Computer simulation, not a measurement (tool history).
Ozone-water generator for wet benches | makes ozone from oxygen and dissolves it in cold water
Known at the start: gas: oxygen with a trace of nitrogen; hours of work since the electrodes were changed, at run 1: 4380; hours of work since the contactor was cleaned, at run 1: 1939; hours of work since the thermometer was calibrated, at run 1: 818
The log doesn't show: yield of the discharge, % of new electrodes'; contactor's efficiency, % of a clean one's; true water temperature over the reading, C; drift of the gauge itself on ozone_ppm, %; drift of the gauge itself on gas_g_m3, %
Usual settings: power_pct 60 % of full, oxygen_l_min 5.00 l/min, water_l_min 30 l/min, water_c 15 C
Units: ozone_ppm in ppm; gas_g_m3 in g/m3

run,hour,power_pct,oxygen_l_min,water_l_min,water_c,hours of work since the electrodes were changed,hours of work since the contactor was cleaned,hours of work since the thermometer was calibrated,ozone_ppm,gas_g_m3
1,0.0,60,5.00,30,15,4380,1939,818,19.0,220.2
2,147.2,60,5.00,30,15,4493,2051,930,19.4,218.4
3,306.3,60,5.00,30,15,4615,2174,1052,19.1,217.1
4,373.7,60,5.00,30,15,4667,2225,1104,19.3,217.9
5,495.4,60,5.00,30,15,4760,2318,1197,19.2,219.8
6,629.5,99,5.00,30,15,4863,2421,1300,29.8,340.7
7,782.6,99,5.00,30,15,4980,2539,1418,30.3,343.6
8,864.2,60,5.00,30,15,5043,2601,1480,19.2,216.2
9,995.5,60,5.00,30,15,5143,2702,1581,19.4,216.2
10,1139.0,60,5.00,30,15,5253,2812,1691,18.9,215.5
11,1298.8,60,5.00,30,15,5376,2934,1813,19.6,212.8
12,1453.3,60,5.00,30,15,5494,3053,1932,19.5,213.9
# hour 1551.7: gauge calibrated
13,1583.3,60,5.00,30,15,5594,3153,2032,19.2,219.2
14,1710.8,60,5.00,30,15,5692,3250,2129,19.2,220.8
15,1824.8,60,5.00,30,16,5779,3338,2217,19.2,218.2
16,1941.9,74,5.00,30,16,5869,3427,2306,23.1,264.2
17,2096.7,74,5.00,30,16,5988,3546,2425,23.2,262.0
18,2256.8,74,5.00,30,16,6110,3669,2548,23.0,263.5
19,2385.1,47,8.26,30,15,6209,3767,2646,17.9,146.6
20,2461.1,53,3.84,30,15,6267,3825,2704,15.5,209.6
21,2618.8,60,3.37,22,11,6388,3946,2825,23.1,247.2
# hour 2668.8: contactor cleaned
22,2696.6,88,3.37,34,11,6444,21,2882,20.9,346.9
23,2783.2,88,3.37,34,11,6511,88,2948,20.6,344.6
24,2943.3,46,8.05,34,11,6634,210,3071,16.3,144.4
25,3043.2,92,4.09,34,8,6710,287,3148,24.3,337.1
26,3131.6,92,4.09,34,8,6778,355,3215,24.0,337.3
27,3196.1,51,5.00,32,9,6827,404,3265,16.3,184.0
28,3347.5,53,5.00,32,17,6943,520,3381,15.8,191.6
29,3481.3,53,5.00,32,17,7046,623,3484,16.0,189.2
30,3581.8,60,3.01,30,15,7123,700,3561,15.6,248.3
31,3691.2,60,5.00,30,17,7207,784,3644,18.7,209.9
32,3773.7,60,2.83,47,15,7270,847,3708,9.2,252.5
33,3931.4,44,2.83,35,15,7391,968,3829,9.8,189.0
34,4037.9,60,5.00,45,15,7473,1050,3910,12.8,208.5

The same runs without the tool's hidden state, with the same run-to-run variation:
run,gas_g_m3
1,220.3
2,219.2
3,218.5
4,219.5
5,222.1
6,345.1
7,349.0
8,219.9
9,220.5
10,220.4
11,218.3
12,220.0
13,219.5
14,221.6
15,219.5
16,266.4
17,265.0
18,267.3
19,149.0
20,213.4
21,252.5
22,354.9
23,353.1
24,148.4
25,347.2
26,348.1
27,190.0
28,198.4
29,196.4
30,258.4
31,218.9
32,263.7
33,198.0
34,219.0
ozone_ppm: within 0.1 ppm of the measured result in every run.
